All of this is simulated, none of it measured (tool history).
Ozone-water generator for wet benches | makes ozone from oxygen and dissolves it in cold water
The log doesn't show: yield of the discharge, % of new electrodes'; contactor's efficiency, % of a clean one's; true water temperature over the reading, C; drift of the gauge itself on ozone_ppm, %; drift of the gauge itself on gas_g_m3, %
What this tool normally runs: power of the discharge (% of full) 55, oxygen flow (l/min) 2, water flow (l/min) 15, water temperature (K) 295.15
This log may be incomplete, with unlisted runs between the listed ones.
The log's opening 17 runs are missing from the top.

run    hour  power of the discharge (% of full)  oxygen flow (l/min)  water flow (l/min)  water temperature (K)  hours of work since the electrodes were changed  hours of work since the contactor was cleaned  hours of work since the thermometer was calibrated  dissolved ozone (ppm)  ozone in the gas ahead of the water (g/m3)
 18  2275.8                                  52                    2                  15                 288.15                                             1785                                           4666                                                 551                   12.6                                       175.7
 19  2453.9                                  66                 2.15                  23                 295.15                                             1922                                           4804                                                 689                    8.9                                         194
 20  2550.9                                  66                 2.15                  23                 295.15                                             1997                                           4879                                                 764                    9.1                                         196
     2640.9  -- contactor cleaned
 21  2727.2                                  66                 2.15                  19                 295.15                                             2131                                             67                                                 897                   11.3                                       195.6
 22  2820.2                                  55                 1.57                  10                 290.15                                             2202                                            139                                                 969                   18.7                                       211.5
 23  2932.1                                  55                    2                  10                 295.15                                             2289                                            225                                                1055                   17.5                                       178.3
 24  3024.7                                  55                 2.95                  10                 295.15                                             2361                                            297                                                1127                   16.6                                       137.7
 25  3108.6                                  55                 2.95                  10                 295.15                                             2425                                            361                                                1191                   16.7                                       137.1
 26  3275.7                                  88                    2                  15                 290.15                                             2555                                            491                                                1321                   17.8                                       243.3
 27  3405.3                                  88                 1.08                  15                 290.15                                             2655                                            591                                                1421                   16.9                                       370.7
 28  3523.6                                  88                 1.08                  15                 290.15                                             2746                                            682                                                1512                   16.7                                       369.5
 29  3683.8                                  55                    2                  20                 291.15                                             2870                                            806                                                1636                    9.6                                       175.9
 30  3808.7                                  66                 3.28                  19                 290.15                                             2966                                            903                                                1733                   11.6                                       141.9
 31  3991.6                                  55                    2                  12                 288.15                                             3108                                           1044                                                1874                   15.7                                       175.2
 32  4087.3                                  55                 1.95                  20                 290.15                                             3182                                           1118                                                1948                    9.5                                         177
 33  4217.6                                 100                    2                  10                 295.15                                             3282                                           1219                                                2049                   25.4                                       257.3

3 options for the next run, each taken on its own from the tool as it stands now. Forecast them:
  A  4295.7                                  68                    2                  10                 290.15                                             3343                                           1279                                                2109                      ?                                           ?
  B  4295.7                                  55                    2                  12                 296.15                                             3343                                           1279                                                2109                      ?                                           ?
  C  4295.7                                  53                 1.32                  11                 295.15                                             3343                                           1279                                                2109                      ?                                           ?

run  dissolved ozone (ppm)  ozone in the gas ahead of the water (g/m3)
  A                   20.7                                       199.6
  B                   14.6                                       174.2
  C                   15.5                                       225.6
Without the tool's hidden state the same runs would have given:
run  dissolved ozone (ppm)  ozone in the gas ahead of the water (g/m3)
  A                   23.5                                       224.4
  B                   16.3                                       192.3
  C                   17.2                                       248.3
